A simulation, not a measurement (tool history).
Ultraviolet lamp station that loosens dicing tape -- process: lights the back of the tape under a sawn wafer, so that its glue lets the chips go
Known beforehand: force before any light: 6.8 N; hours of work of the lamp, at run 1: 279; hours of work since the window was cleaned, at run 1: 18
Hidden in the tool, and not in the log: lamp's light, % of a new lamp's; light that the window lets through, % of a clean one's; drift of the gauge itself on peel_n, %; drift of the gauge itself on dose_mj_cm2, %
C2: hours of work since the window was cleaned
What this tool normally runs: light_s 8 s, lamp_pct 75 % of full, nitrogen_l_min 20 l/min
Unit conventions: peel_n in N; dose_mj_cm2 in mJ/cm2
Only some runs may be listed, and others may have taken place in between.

run 1 hour=0.0 | light_s=8 lamp_pct=75 nitrogen_l_min=20 | hours_of_work_of_the_lamp=279 C2=18 | peel_n=0.335 dose_mj_cm2=428
run 2 hour=13.2 | light_s=8 lamp_pct=75 nitrogen_l_min=20 | hours_of_work_of_the_lamp=289 C2=27 | peel_n=0.324 dose_mj_cm2=433
run 3 hour=30.1 | light_s=8 lamp_pct=75 nitrogen_l_min=20 | hours_of_work_of_the_lamp=301 C2=40 | peel_n=0.333 dose_mj_cm2=427
run 4 hour=48.4 | light_s=8 lamp_pct=75 nitrogen_l_min=20 | hours_of_work_of_the_lamp=314 C2=53 | peel_n=0.328 dose_mj_cm2=417
run 5 hour=61.0 | light_s=8 lamp_pct=75 nitrogen_l_min=20 | hours_of_work_of_the_lamp=324 C2=62 | peel_n=0.346 dose_mj_cm2=420
run 6 hour=79.1 | light_s=8 lamp_pct=75 nitrogen_l_min=20 | hours_of_work_of_the_lamp=337 C2=75 | peel_n=0.350 dose_mj_cm2=414
run 7 hour=90.0 | light_s=8 lamp_pct=75 nitrogen_l_min=20 | hours_of_work_of_the_lamp=344 C2=83 | peel_n=0.340 dose_mj_cm2=418
run 8 hour=106.3 | light_s=8 lamp_pct=75 nitrogen_l_min=10 | hours_of_work_of_the_lamp=356 C2=95 | peel_n=0.695 dose_mj_cm2=413
run 9 hour=122.9 | light_s=8 lamp_pct=75 nitrogen_l_min=10 | hours_of_work_of_the_lamp=368 C2=107 | peel_n=0.718 dose_mj_cm2=412
run 10 hour=134.4 | light_s=13 lamp_pct=75 nitrogen_l_min=20 | hours_of_work_of_the_lamp=377 C2=115 | peel_n=0.101 dose_mj_cm2=660
run 11 hour=149.1 | light_s=13 lamp_pct=75 nitrogen_l_min=20 | hours_of_work_of_the_lamp=387 C2=126 | peel_n=0.096 dose_mj_cm2=661
run 12 hour=167.8 | light_s=13 lamp_pct=75 nitrogen_l_min=20 | hours_of_work_of_the_lamp=401 C2=139 | peel_n=0.111 dose_mj_cm2=654
run 13 hour=183.8 | light_s=13 lamp_pct=75 nitrogen_l_min=20 | hours_of_work_of_the_lamp=412 C2=151 | peel_n=0.109 dose_mj_cm2=655
run 14 hour=193.6 | light_s=8 lamp_pct=87 nitrogen_l_min=20 | hours_of_work_of_the_lamp=419 C2=158 | peel_n=0.263 dose_mj_cm2=464
run 15 hour=213.8 | light_s=12 lamp_pct=91 nitrogen_l_min=20 | hours_of_work_of_the_lamp=434 C2=172 | peel_n=0.065 dose_mj_cm2=729
run 16 hour=232.2 | light_s=8 lamp_pct=80 nitrogen_l_min=20 | hours_of_work_of_the_lamp=447 C2=186 | peel_n=0.326 dose_mj_cm2=422
run 17 hour=251.3 | light_s=8 lamp_pct=80 nitrogen_l_min=20 | hours_of_work_of_the_lamp=461 C2=199 | peel_n=0.333 dose_mj_cm2=420
run 18 hour=265.1 | light_s=6 lamp_pct=63 nitrogen_l_min=7 | hours_of_work_of_the_lamp=471 C2=209 | peel_n=2.171 dose_mj_cm2=248

Run 19 is up next; what results do you expect?
run 19 hour=287.9 | light_s=9 lamp_pct=73 nitrogen_l_min=6 | hours_of_work_of_the_lamp=488 C2=226 | peel_n=? dose_mj_cm2=?

Run 19 came out at peel_n 1.069 N, dose_mj_cm2 427 mJ/cm2.
Had the tool carried no hidden state, the very same run would have given peel_n 0.761 N, dose_mj_cm2 507 mJ/cm2.
